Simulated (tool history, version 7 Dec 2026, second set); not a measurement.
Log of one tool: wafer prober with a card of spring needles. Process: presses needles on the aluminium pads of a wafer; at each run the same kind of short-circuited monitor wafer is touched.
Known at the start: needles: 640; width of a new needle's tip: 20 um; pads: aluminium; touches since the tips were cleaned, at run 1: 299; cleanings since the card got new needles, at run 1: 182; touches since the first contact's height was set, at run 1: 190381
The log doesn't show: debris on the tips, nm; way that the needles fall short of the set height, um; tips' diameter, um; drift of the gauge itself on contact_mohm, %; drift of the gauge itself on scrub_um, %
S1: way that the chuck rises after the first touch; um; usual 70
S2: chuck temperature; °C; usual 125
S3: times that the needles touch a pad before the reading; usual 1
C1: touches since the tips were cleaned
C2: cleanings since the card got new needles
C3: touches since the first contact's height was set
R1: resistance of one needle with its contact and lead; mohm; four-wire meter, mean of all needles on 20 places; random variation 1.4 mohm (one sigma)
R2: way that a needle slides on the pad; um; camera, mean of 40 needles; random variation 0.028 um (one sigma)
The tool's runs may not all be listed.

run	hour	S1	S2	S3	C1	C2	C3	R1	R2
1	0	70	125	1	299	182	190381	133	15.78
# hour 6.1: tips cleaned on abrasive film
# hour 12.2: tips cleaned on abrasive film
# hour 18.3: tips cleaned on abrasive film
# hour 25.9: tips cleaned on abrasive film
2	30.3	70	125	1	2941	186	210696	127	15.8
# hour 33.4: tips cleaned on abrasive film
# hour 39.5: tips cleaned on abrasive film
# hour 42.8: height of the first contact set anew
# hour 47.4: tips cleaned on abrasive film
# hour 55: tips cleaned on abrasive film
3	58.9	70	30	1	2678	190	10853	115	15.8
# hour 62: tips cleaned on abrasive film
# hour 69.6: tips cleaned on abrasive film
# hour 77.2: tips cleaned on abrasive film
# hour 83.3: tips cleaned on abrasive film
# hour 89.4: tips cleaned on abrasive film
4	92.8	70	105	1	2283	195	33575	124	15.74
# hour 95.9: tips cleaned on abrasive film
# hour 103.5: tips cleaned on abrasive film
# hour 109.6: tips cleaned on abrasive film
5	112.5	70	32	1	1987	198	46806	115	15.8
# hour 117.1: tips cleaned on abrasive film
# hour 124.7: tips cleaned on abrasive film
6	127.5	70	125	1	1849	200	56830	129	15.8
# hour 132.1: tips cleaned on abrasive film
# hour 139.7: tips cleaned on abrasive film
# hour 145.8: tips cleaned on abrasive film
# hour 151.9: tips cleaned on abrasive film
7	154.7	70	125	1	1898	204	75080	130	15.78
# hour 159.3: tips cleaned on abrasive film
# hour 166.7: tips cleaned on abrasive film
8	172.5	70	125	1	3967	206	87097	130	15.79
# hour 174.1: tips cleaned on abrasive film
# hour 180.2: tips cleaned on abrasive film
# hour 186.4: tips cleaned on abrasive film
# hour 194: tips cleaned on abrasive film
9	196.6	70	125	1	1794	210	103198	129	15.83
# hour 201.2: tips cleaned on abrasive film
# hour 208.7: tips cleaned on abrasive film
# hour 214.9: tips cleaned on abrasive film
# hour 221: tips cleaned on abrasive film
10	226.2	70	125	1	3576	214	123085	125	15.8
# hour 227.8: tips cleaned on abrasive film
# hour 233.9: tips cleaned on abrasive film
# hour 240: tips cleaned on abrasive film
# hour 247.6: tips cleaned on abrasive film
11	251.1	69	55	2	2388	218	139730	121	15.54
# hour 254.2: tips cleaned on abrasive film
# hour 260.3: tips cleaned on abrasive film
# hour 266.4: tips cleaned on abrasive film
# hour 273.6: tips cleaned on abrasive film
12	273.6	54	58	1	0	222	154778	124	12.15
# hour 279.7: tips cleaned on abrasive film
# hour 287.3: tips cleaned on abrasive film
13	292	54	58	1	3184	224	167159	124	12.16
# hour 293.6: tips cleaned on abrasive film
# hour 299.7: tips cleaned on abrasive film
# hour 305.8: tips cleaned on abrasive film
# hour 311.9: tips cleaned on abrasive film
14	314	70	30	2	1445	228	181882	116	15.78
# hour 318.6: tips cleaned on abrasive film
# hour 326.1: tips cleaned on abrasive film
# hour 332.2: tips cleaned on abrasive film
# hour 339.8: tips cleaned on abrasive film
15	344.3	70	125	2	3076	232	202230	125	15.8
# hour 345.9: tips cleaned on abrasive film
# hour 352: tips cleaned on abrasive film
# hour 359: tips cleaned on abrasive film
16	359	70	56	3	0	235	212006	118	15.77
# hour 366.6: tips cleaned on abrasive film
# hour 369.9: height of the first contact set anew
# hour 374.5: tips cleaned on abrasive film
# hour 380.6: tips cleaned on abrasive film
# hour 388.2: tips cleaned on abrasive film
# hour 394.4: tips cleaned on abrasive film
17	394.4	53	28	1	0	240	16424	119	11.92
# hour 400.5: tips cleaned on abrasive film
# hour 406.6: tips cleaned on abrasive film
18	410.6	71	32	1	2736	242	27340	116	16.06
# hour 413.7: tips cleaned on abrasive film
# hour 419.9: tips cleaned on abrasive film
# hour 427.5: tips cleaned on abrasive film
19	432.5	61	81	1	3420	245	41996	123	13.78

Forecast each of these 4 alternatives for the next run:
# hour 434: tips cleaned on abrasive film
# hour 440.2: tips cleaned on abrasive film
# hour 446.3: tips cleaned on abrasive film
A	450.8	70	40	3	3057	248	54228	?	?
# hour 434: tips cleaned on abrasive film
# hour 440.2: tips cleaned on abrasive film
# hour 446.3: tips cleaned on abrasive film
B	450.8	64	97	2	3057	248	54228	?	?
# hour 434: tips cleaned on abrasive film
# hour 440.2: tips cleaned on abrasive film
# hour 446.3: tips cleaned on abrasive film
C	450.8	77	96	2	3057	248	54228	?	?
# hour 434: tips cleaned on abrasive film
# hour 440.2: tips cleaned on abrasive film
# hour 446.3: tips cleaned on abrasive film
D	450.8	70	125	1	3057	248	54228	?	?

run	R1	R2
A	116	15.79
B	125	14.43
C	123	17.39
D	123	15.86
Without the tool's hidden state the same runs would have given:
run	R1	R2
A	116	15.79
B	125	14.43
C	123	17.39
D	123	15.86

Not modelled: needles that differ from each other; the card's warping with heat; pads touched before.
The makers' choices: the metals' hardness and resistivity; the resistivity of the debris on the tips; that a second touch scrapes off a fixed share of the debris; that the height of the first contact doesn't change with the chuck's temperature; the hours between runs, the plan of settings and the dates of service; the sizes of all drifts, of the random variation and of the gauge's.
